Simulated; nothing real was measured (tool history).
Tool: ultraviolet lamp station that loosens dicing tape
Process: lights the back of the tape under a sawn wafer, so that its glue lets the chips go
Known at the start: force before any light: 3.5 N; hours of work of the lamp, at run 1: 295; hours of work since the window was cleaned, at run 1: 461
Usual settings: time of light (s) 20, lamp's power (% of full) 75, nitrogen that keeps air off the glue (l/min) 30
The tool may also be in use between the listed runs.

run   hour  time of light (s)  lamp's power (% of full)  nitrogen that keeps air off the glue (l/min)  hours of work of the lamp  hours of work since the window was cleaned  force that peels the tape off (N)  light that reached the tape (mJ/cm²)
  1    0.0                 20                        75                                            30                        295                                         461                              0.132                                   480
  2   15.0                 20                        75                                            30                        302                                         468                              0.119                                   482
  3   34.9                 20                        75                                            30                        312                                         477                              0.133                                   481
  4   50.8                 20                        75                                            30                        319                                         484                              0.134                                   483
  5   66.3                 20                        75                                            30                        326                                         492                              0.136                                   471
  6   76.5                 20                        79                                            30                        331                                         496                              0.116                                   496
  7   97.1                 20                        75                                            48                        341                                         506                              0.082                                   475
  8  114.3                 20                        75                                            30                        349                                         514                              0.138                                   475
  9  127.0                 20                        75                                            30                        354                                         520                              0.140                                   469
 10  144.0                 20                        75                                            25                        362                                         528                              0.158                                   466
 11  156.1                 20                        75                                            25                        368                                         533                              0.154                                   471
 12  172.7                 21                        75                                            25                        376                                         541                              0.148                                   490
 13  186.1                 21                        75                                            25                        382                                         547                              0.153                                   488
 14  198.2                 21                        75                                            25                        388                                         553                              0.155                                   490
 15  217.2                 21                        75                                            25                        396                                         562                              0.135                                   482
 16  235.5                 21                        75                                            25                        405                                         570                              0.149                                   490
 17  245.0                 21                        75                                            25                        409                                         575                              0.144                                   479
 18  261.2                 20                        75                                            30                        417                                         582                              0.137                                   461
 19  278.1                 20                        75                                            30                        425                                         590                              0.138                                   455
 20  297.5                 20                        75                                            30                        434                                         599                              0.148                                   457
 21  315.0                 32                        75                                            30                        442                                         607                              0.056                                   733
 22  329.8                 32                        75                                            30                        449                                         614                              0.059                                   725
 23  340.1                 32                        75                                            30                        454                                         619                              0.062                                   731
 24  350.0                 12                        75                                            44                        458                                         624                              0.351                                   274
 25  369.7                 12                        75                                            21                        467                                         633                              0.593                                   270
 26  390.1                 12                        81                                            21                        477                                         642                              0.514                                   293
 27  400.9                 11                        75                                            57                        482                                         647                              0.345                                   249
 28  414.1                 36                        95                                            57                        488                                         653                              0.047                                  1019
     419.4  -- window cleaned of glue's vapour
 29  428.0                 38                        95                                            47                        494                                           4                              0.050                                  1191
 30  438.3                 20                        75                                            51                        499                                           9                              0.089                                   492
 31  449.6                 20                        75                                            51                        504                                          14                              0.084                                   487
 32  470.0                 27                        71                                            30                        514                                          24                              0.072                                   622
 33  482.4                 20                        70                                            54                        520                                          29                              0.098                                   456
 34  494.2                 20                        70                                            54                        525                                          35                              0.088                                   455
 35  507.2                 21                        72                                            30                        531                                          41                              0.121                                   493
 36  520.7                 12                        70                                            33                        537                                          47                              0.425                                   270
 37  537.3                 39                        70                                            42                        545                                          55                              0.055                                   879
 38  555.6                 13                        81                                            22                        554                                          63                              0.395                                   345
 39  570.8                 32                        81                                             9                        561                                          70                              0.118                                   832
 40  587.9                 14                        96                                             9                        569                                          78                              0.475                                   424
 41  605.7                 33                        95                                             9                        577                                          87                              0.068                                   993
 42  618.1                 33                        73                                            37                        583                                          92                              0.059                                   763
 43  630.1                 31                        97                                            15                        588                                          98                              0.057                                   956

Some steps in force that peels the tape off (N) between neighbouring runs. How much of each would the tool show without its hidden state too (settings, what came in, random variation), and how much is left for the hidden state, with any gauge scatter that isn't in both results?
The hidden state here: lamp's light, % of a new lamp's; light that the window lets through, % of a clean one's; drift of the gauge itself on peel_n, %; drift of the gauge itself on dose_mj_cm2, %.
Run 23 -> 24: time of light (s) 32 -> 12, nitrogen that keeps air off the glue (l/min) 30 -> 44. force that peels the tape off (N) +0.289: hidden state +0.118, all else +0.171.
Run 27 -> 28: time of light (s) 11 -> 36, lamp's power (% of full) 75 -> 95. force that peels the tape off (N) -0.298: hidden state -0.131, all else -0.167.
Run 36 -> 37: time of light (s) 12 -> 39, nitrogen that keeps air off the glue (l/min) 33 -> 42. force that peels the tape off (N) -0.370: hidden state -0.104, all else -0.266.
Run 39 -> 40: time of light (s) 32 -> 14, lamp's power (% of full) 81 -> 96. force that peels the tape off (N) +0.357: hidden state +0.095, all else +0.262.
Run 40 -> 41: time of light (s) 14 -> 33, lamp's power (% of full) 96 -> 95. force that peels the tape off (N) -0.407: hidden state -0.109, all else -0.298.

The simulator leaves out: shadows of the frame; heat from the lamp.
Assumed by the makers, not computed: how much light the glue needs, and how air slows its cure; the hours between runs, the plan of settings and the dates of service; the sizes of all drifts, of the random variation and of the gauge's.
